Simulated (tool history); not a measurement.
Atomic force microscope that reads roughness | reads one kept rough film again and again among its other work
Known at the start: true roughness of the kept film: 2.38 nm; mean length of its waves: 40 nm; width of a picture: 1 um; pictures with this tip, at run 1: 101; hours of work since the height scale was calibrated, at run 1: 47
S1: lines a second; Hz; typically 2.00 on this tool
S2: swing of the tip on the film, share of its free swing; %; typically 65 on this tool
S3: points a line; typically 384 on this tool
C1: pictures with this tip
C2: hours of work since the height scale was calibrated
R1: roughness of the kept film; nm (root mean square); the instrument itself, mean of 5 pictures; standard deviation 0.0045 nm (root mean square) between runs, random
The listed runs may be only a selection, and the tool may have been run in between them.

run,hour,S1,S2,S3,C1,C2,R1
1,0.0,2.00,65,384,101,47,2.208
2,9.5,2.00,65,355,111,51,2.200
3,18.9,2.00,65,355,120,55,2.212
4,24.6,2.00,65,355,126,58,2.204
5,36.2,2.00,65,384,137,63,2.200
6,44.6,2.00,80,384,146,67,2.116
7,55.0,2.00,80,384,156,71,2.114
8,62.8,2.00,80,384,164,75,2.112
9,68.7,2.00,80,384,170,77,2.112

Forecast run 10:
10,78.4,0.72,80,370,180,82,?

{"run 10": {"R1": 2.199}}
The same run, on a tool lacking any hidden state, would have yielded R1 2.248 nm (root mean square).
